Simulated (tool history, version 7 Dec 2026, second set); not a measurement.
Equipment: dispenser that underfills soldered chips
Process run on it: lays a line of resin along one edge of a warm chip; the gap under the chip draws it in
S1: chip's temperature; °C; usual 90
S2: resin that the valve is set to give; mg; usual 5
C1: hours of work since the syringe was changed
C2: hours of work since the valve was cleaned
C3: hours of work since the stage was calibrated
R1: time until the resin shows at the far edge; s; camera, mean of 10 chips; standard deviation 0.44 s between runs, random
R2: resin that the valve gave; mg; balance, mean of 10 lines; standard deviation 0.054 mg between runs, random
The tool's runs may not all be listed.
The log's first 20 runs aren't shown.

At hour 232: new syringe of resin.
Run 21, hour 236.2: usual settings but S1 92 °C, S2 4.65 mg; C1 3; C2 130; C3 388. Result: R1 38 s, R2 4.03 mg.
At hour 238.6: dispensing valve cleaned and set on the balance.
At hour 242.5: new syringe of resin.
Run 22, hour 249.9: usual settings but S2 5.15 mg; C1 6; C2 8; C3 398. Result: R1 43.4 s, R2 5.09 mg.
At hour 252.2: new syringe of resin.
Run 23, hour 258.3: usual settings but S1 98 °C, S2 6.36 mg; C1 5; C2 15; C3 404. Result: R1 28.9 s, R2 6.18 mg.
At hour 261.1: new syringe of resin.
At hour 271: new syringe of resin.
Run 24, hour 273.3: usual settings but S1 98 °C, S2 6.36 mg; C1 2; C2 26; C3 415. Result: R1 25.8 s, R2 6.21 mg.
At hour 280.7: new syringe of resin.
Run 25, hour 281.2: usual settings but S1 98 °C, S2 6.36 mg; C1 0; C2 32; C3 421. Result: R1 24.8 s, R2 6.07 mg.
At hour 289.6: new syringe of resin.
Run 26, hour 291.4: usual settings but S1 104 °C; C1 1; C2 39; C3 429. Result: R1 19.7 s, R2 4.92 mg.
At hour 298.5: new syringe of resin.
Run 27, hour 299.7: usual settings but S1 104 °C, S2 6.32 mg; C1 1; C2 45; C3 435. Result: R1 20.1 s, R2 5.97 mg.
At hour 307.7: new syringe of resin.
Run 28, hour 307.7: usual settings but S1 81 °C, S2 4.86 mg; C1 0; C2 51; C3 441. Result: R1 53.9 s, R2 4.69 mg.
Run 29, hour 315.8: usual settings but S1 81 °C, S2 4.86 mg; C1 6; C2 58; C3 447. Result: R1 68.4 s, R2 4.65 mg.
At hour 316.8: new syringe of resin.
Run 30, hour 324.3: usual settings but S1 81 °C, S2 4.86 mg; C1 6; C2 64; C3 453. Result: R1 69.2 s, R2 4.44 mg.
At hour 325.9: new syringe of resin.
Run 31, hour 331.2: usual settings but S1 81 °C, S2 4.86 mg; C1 4; C2 69; C3 458. Result: R1 62.9 s, R2 4.53 mg.
At hour 334.9: new syringe of resin.
Run 32, hour 343: usual settings but S1 81 °C, S2 4.86 mg; C1 6; C2 78; C3 467. Result: R1 69.1 s, R2 4.55 mg.
At hour 344.2: new syringe of resin.
At hour 353.3: new syringe of resin.
Run 33, hour 356.4: usual settings but S1 79 °C, S2 4.21 mg; C1 2; C2 88; C3 477. Result: R1 66.6 s, R2 3.94 mg.

Alternative continuations, all from the tool just after run 33; predict every row:
At hour 362.9: new syringe of resin.
Run A, hour 364: usual settings; C1 1; C2 93; C3 483. Result: R1 ?, R2 ?.
At hour 362.9: new syringe of resin.
Run B, hour 364: usual settings but S1 82 °C, S2 4.92 mg; C1 1; C2 93; C3 483. Result: R1 ?, R2 ?.
At hour 362.9: new syringe of resin.
Run C, hour 364: usual settings but S1 80 °C, S2 5.53 mg; C1 1; C2 93; C3 483. Result: R1 ?, R2 ?.
At hour 362.9: new syringe of resin.
Run D, hour 364: usual settings but S1 100 °C, S2 4.37 mg; C1 1; C2 93; C3 483. Result: R1 ?, R2 ?.

run    R1    R2
  A  36.2  4.56
  B  54.4   4.5
  C  57.5  5.07
  D  23.3  3.97
What these runs would have given with no unlogged condition in the tool:
run    R1    R2
  A  32.1  5.02
  B  48.1  4.95
  C  50.9  5.58
  D  20.4  4.37

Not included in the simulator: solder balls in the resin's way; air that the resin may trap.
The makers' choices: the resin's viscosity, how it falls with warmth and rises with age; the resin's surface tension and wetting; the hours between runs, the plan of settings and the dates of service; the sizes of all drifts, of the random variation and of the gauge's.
